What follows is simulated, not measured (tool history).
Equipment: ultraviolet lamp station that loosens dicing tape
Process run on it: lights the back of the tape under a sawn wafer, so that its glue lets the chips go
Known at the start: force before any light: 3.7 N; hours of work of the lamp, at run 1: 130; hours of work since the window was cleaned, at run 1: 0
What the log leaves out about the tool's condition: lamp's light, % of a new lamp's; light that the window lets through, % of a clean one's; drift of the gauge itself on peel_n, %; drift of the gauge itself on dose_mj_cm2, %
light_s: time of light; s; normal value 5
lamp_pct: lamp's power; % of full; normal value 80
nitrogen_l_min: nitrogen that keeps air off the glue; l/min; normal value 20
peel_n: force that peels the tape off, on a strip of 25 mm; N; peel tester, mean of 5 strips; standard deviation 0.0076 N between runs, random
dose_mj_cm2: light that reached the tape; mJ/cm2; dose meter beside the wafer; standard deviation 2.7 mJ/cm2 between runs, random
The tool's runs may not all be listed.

run   hour  light_s  lamp_pct  nitrogen_l_min  hours of work of the lamp  hours of work since the window was cleaned  peel_n  dose_mj_cm2
  1    0.0        5        80              20                        130                                           0   0.287          358
  2   31.7        5        80              20                        146                                          16   0.308          353
  3   72.1        5        80              20                        166                                          36   0.312          352
  4  131.1        5        80              20                        195                                          65   0.310          341
  5  181.8        5        80              20                        220                                          90   0.307          341
  6  244.4        5        80              20                        251                                         121   0.316          340
  7  281.1        3        80              20                        269                                         139   0.667          200
  8  337.2        3        80              20                        297                                         167   0.660          194
     341.5  -- window cleaned of glue's vapour
  9  364.9        3        80              20                        310                                          12   0.709          187
 10  426.2        5        72              12                        341                                          42   0.575          278
 11  475.4        4        80              15                        365                                          66   0.593          247
 12  533.8        4        70              15                        394                                          95   0.726          211
 13  563.1        4        70              15                        408                                         109   0.748          207
     566.7  -- window cleaned of glue's vapour, once more
 14  621.1        5        62              20                        437                                          27   0.431          265
 15  651.1        3        98              20                        451                                          42   0.479          250
 16  704.7        5        84              20                        478                                          68   0.317          344
 17  732.1        5        84              19                        491                                          82   0.333          346

Forecast each of these 5 alternatives for the next run:
  A  764.8        5        74              20                        508                                          98       ?            ?
  B  764.8        8        84              19                        508                                          98       ?            ?
  C  764.8        2        73              23                        508                                          98       ?            ?
  D  764.8        4        76              10                        508                                          98       ?            ?
  E  764.8        5        89              20                        508                                          98       ?            ?

run  peel_n  dose_mj_cm2
  A   0.362          302
  B   0.223          549
  C   1.193          120
  D   0.740          248
  E   0.286          364
Stripped of hidden state, with their random variation kept, the same runs would have yielded:
run  peel_n  dose_mj_cm2
  A   0.307          343
  B   0.215          625
  C   1.035          137
  D   0.618          282
  E   0.252          414

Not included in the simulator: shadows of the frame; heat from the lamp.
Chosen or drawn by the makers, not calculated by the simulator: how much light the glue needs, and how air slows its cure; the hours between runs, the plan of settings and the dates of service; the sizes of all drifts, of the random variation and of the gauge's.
